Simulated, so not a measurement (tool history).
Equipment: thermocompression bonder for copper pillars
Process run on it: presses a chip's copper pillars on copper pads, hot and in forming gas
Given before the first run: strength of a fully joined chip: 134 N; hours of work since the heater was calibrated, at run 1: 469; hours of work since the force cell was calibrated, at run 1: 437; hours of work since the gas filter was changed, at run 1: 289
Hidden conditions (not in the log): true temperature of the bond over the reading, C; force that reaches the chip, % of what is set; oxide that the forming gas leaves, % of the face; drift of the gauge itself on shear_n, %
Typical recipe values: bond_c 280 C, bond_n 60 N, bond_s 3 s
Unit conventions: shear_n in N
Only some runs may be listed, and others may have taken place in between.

run,hour,bond_c,bond_n,bond_s,hours of work since the heater was calibrated,hours of work since the force cell was calibrated,hours of work since the gas filter was changed,shear_n
1,0.0,280,60,3,469,437,289,48.8
2,14.9,287,60,3,476,445,297,54.1
3,26.4,287,60,3,482,450,303,52.9
4,41.2,280,55,3,489,458,310,45.4
5,52.4,280,55,3,495,463,316,44.6
6,71.1,280,55,3,504,473,325,45.2
7,84.9,280,60,3,511,480,332,48.4
8,102.0,280,72,3,520,488,340,55.7
9,111.7,280,72,3,524,493,345,54.8
10,134.4,280,60,3,536,504,356,47.9
11,156.3,280,60,3,547,515,367,48.0
12,166.0,280,60,3,551,520,372,46.8
13,178.1,280,60,3,557,526,378,46.9
14,193.5,280,60,3,565,534,386,47.9
# hour 196.9: force cell calibrated
15,208.1,280,60,3,572,6,392,46.8
16,220.1,280,60,3,578,12,398,46.6
17,236.6,280,60,3,586,20,406,46.8
18,246.8,280,86,3,591,25,412,60.9
19,265.0,280,86,3,600,34,421,60.3
20,286.1,280,86,3,610,44,431,60.3
# hour 288.7: forming gas filter changed
21,301.3,280,61,3,618,52,6,48.9
# hour 315.1: force cell calibrated, once more
22,324.4,280,61,3,629,5,17,50.7
23,341.1,280,61,3,637,13,25,50.5
24,354.1,262,51,5,643,19,32,40.7
25,373.4,262,51,5,653,29,41,41.1
26,384.2,262,51,5,658,34,47,41.2
27,407.1,262,51,5,670,46,58,40.4
28,427.9,262,51,5,680,56,69,40.6
29,445.2,275,88,3,689,65,77,60.6
30,465.4,275,88,3,699,75,87,60.9
# hour 469.9: heater calibrated with a thermocouple chip
31,481.4,292,72,2,6,82,94,59.8
32,503.4,292,72,2,17,93,105,60.3
33,516.4,292,59,2,23,99,112,51.6
34,529.1,280,69,3,29,105,118,57.9
35,552.1,280,69,3,41,117,129,57.5
36,573.3,280,69,7,51,128,140,76.5
37,590.0,280,69,7,60,136,148,77.3

Hidden state at the last listed run before each entry between runs and at the first one after, where it differs:
Logged between run 14 and run 15: force cell calibrated (hour 196.9)
  force that reaches the chip, % of what is set: 97 -> 95.7; oxide that the forming gas leaves, % of the face: 4.08 -> 4.14
  measured minus no-state result, shear_n: -6.4 -> -7.0 N
Logged between run 20 and run 21: forming gas filter changed (hour 288.7)
  true temperature of the bond over the reading, C: -5.2 -> -5.3; force that reaches the chip, % of what is set: 95.5 -> 95.4; oxide that the forming gas leaves, % of the face: 4.49 -> 0.62
  measured minus no-state result, shear_n: -8.9 -> -5.6 N
Logged between run 21 and run 22: force cell calibrated, once more (hour 315.1)
  force that reaches the chip, % of what is set: 95.4 -> 99.8; oxide that the forming gas leaves, % of the face: 0.62 -> 0.72
  measured minus no-state result, shear_n: -5.6 -> -4.0 N
Logged between run 30 and run 31: heater calibrated with a thermocouple chip (hour 469.9)
  true temperature of the bond over the reading, C: -6 -> -1; force that reaches the chip, % of what is set: 99.5 -> 99.4; oxide that the forming gas leaves, % of the face: 1.37 -> 1.44
  measured minus no-state result, shear_n: -5.8 -> -1.6 N
